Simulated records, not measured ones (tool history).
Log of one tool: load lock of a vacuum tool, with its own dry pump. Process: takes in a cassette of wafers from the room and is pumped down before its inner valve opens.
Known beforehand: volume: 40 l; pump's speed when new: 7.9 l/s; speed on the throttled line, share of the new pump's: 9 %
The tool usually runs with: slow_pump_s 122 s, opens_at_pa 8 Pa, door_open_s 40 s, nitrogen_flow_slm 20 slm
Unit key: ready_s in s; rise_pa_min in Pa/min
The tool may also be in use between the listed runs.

run,hour,slow_pump_s,opens_at_pa,door_open_s,nitrogen_flow_slm,"incoming humidity of the room's air, %",ready_s,rise_pa_min
1,0,122,8,40,20,47.3,159.4,0.037
2,140.8,122,8,40,20,45.6,159.7,0.037
3,359.4,122,8,40,20,41,159.4,0.044
4,506.9,122,8,40,20,45.2,159.5,0.054
5,616.2,122,8,40,20,41.2,159.5,0.051
6,733.6,122,8,43,20,43.9,159.9,0.054
7,968.4,122,8,40,20,46,159.7,0.062
8,1166.2,122,8,40,20,44.3,160.2,0.072
9,1404.6,122,8,40,20,44.8,159.7,0.075
10,1618.6,122,8,40,20,45.2,159.8,0.089
11,1762,122,8,78,20,44.4,160.1,0.103
12,1911,122,8,78,20,48.9,159.9,0.108
13,2051.5,122,8,78,20,45.9,159.9,0.109
14,2281.6,122,8,78,20,45.6,160.3,0.122
15,2530.2,123,8,78,20,45.1,160.6,0.132
16,2663.5,123,8,78,20,45.9,161.1,0.141
17,2839,232,8,40,20,46,259.4,0.141
18,3021.7,229,8,40,20,47.2,256.6,0.156
19,3230.3,122,8,40,20,46.6,159.9,0.163
20,3402.2,122,7,40,4,45,160.9,0.189
21,3563.5,122,7,40,4,43.6,161.2,0.194
22,3739.2,214,11,44,9,44.6,241.2,0.199
23,3919.2,194,8,40,20,45,225.1,0.2
24,4070,194,7,40,20,44,226.2,0.204
25,4190.8,105,8,155,20,41.9,145,0.231
26,4394.2,105,8,155,20,47.1,145.3,0.244
27,4601.4,122,8,139,20,42,161,0.249
28,4783.7,122,8,139,44,48.1,160.6,0.258
29,4994.5,155,8,31,20,47.4,190.7,0.272
30,5168.4,155,8,31,20,42.7,190.2,0.281
31,5322.2,124,13,102,20,41.6,159.9,0.305
32,5547.5,166,12,102,8,46.1,198.4,0.344
33,5778.6,166,12,102,8,43,198.3,0.353
34,6030.1,166,8,102,9,47.6,200.7,0.375
35,6267.9,122,8,40,30,43.6,161.2,0.363
36,6503.9,122,13,39,23,44.9,158.7,0.382
37,6748.3,122,11,40,20,43.4,159.3,0.413

What would each run have given without the hidden state, its run-to-run variation left as it was?
Hidden conditions of the tool in this case: pump's speed, % of a new pump's; leak at the door's seal, Pa l/s; drift of the gauge itself on ready_s, %; drift of the gauge itself on rise_pa_min, %.
run,ready_s,rise_pa_min
1,158.5,0.024
2,158.7,0.02
3,158.4,0.022
4,158.5,0.027
5,158.5,0.021
6,158.8,0.022
7,158.6,0.022
8,159,0.024
9,158.5,0.019
10,158.6,0.025
11,158.8,0.032
12,158.6,0.032
13,158.6,0.028
14,158.9,0.031
15,159.2,0.03
16,159.6,0.03
17,258.3,0.023
18,255.5,0.027
19,158.3,0.022
20,159.2,0.042
21,159.5,0.041
22,240,0.032
23,223.7,0.022
24,224.7,0.02
25,143.2,0.037
26,143.4,0.039
27,159.1,0.032
28,158.7,0.029
29,188.9,0.023
30,188.4,0.02
31,158,0.029
32,196.7,0.054
33,196.5,0.049
34,198.7,0.049
35,158.9,0.019
36,156.4,0.018
37,156.9,0.024
